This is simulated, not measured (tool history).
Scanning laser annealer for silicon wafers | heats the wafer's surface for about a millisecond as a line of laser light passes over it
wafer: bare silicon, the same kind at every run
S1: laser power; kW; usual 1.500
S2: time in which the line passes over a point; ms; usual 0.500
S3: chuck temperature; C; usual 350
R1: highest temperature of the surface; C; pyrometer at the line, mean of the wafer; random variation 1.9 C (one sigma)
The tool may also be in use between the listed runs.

run,day,S1,S2,S3,R1
1,0.000,1.500,0.500,350,1152
2,0.221,1.500,0.500,350,1148
3,0.517,1.500,0.500,350,1148
4,0.692,1.285,0.500,350,1020
5,1.075,1.500,0.500,350,1147
6,1.267,1.500,0.500,324,1122
7,1.488,1.500,0.500,324,1123
8,1.679,1.500,0.500,350,1147
9,1.912,1.500,0.500,350,1147
10,2.079,1.500,0.500,329,1127
11,2.408,1.500,0.500,329,1129
12,2.596,1.500,0.500,376,1174
13,2.825,1.500,0.500,350,1150
14,3.038,1.286,0.500,365,1030
15,3.217,1.315,0.500,365,1048
16,3.421,1.315,0.500,365,1048
17,3.654,1.500,0.502,376,1176
18,3.967,1.500,0.502,376,1177
19,4.346,1.301,0.367,352,917
20,4.692,1.457,0.499,387,1152
21,4.879,1.299,0.535,322,1019
22,5.192,1.414,0.535,348,1119
23,5.442,1.448,0.613,331,1186
24,5.712,1.448,0.613,331,1184
25,6.000,1.438,0.352,365,985
26,6.262,1.373,0.500,348,1063

5 ways to go on from here, each from the tool as it stands after run 26. What would each give?
A,6.546,1.500,0.446,350,?
B,6.546,1.557,0.383,348,?
C,6.546,1.432,0.510,350,?
D,6.546,1.610,0.594,376,?
E,6.546,1.413,0.518,340,?

run,R1
A,1092
B,1064
C,1109
D,1323
E,1095
Without the tool's hidden state the same runs would have given:
run,R1
A,1124
B,1093
C,1140
D,1362
E,1127
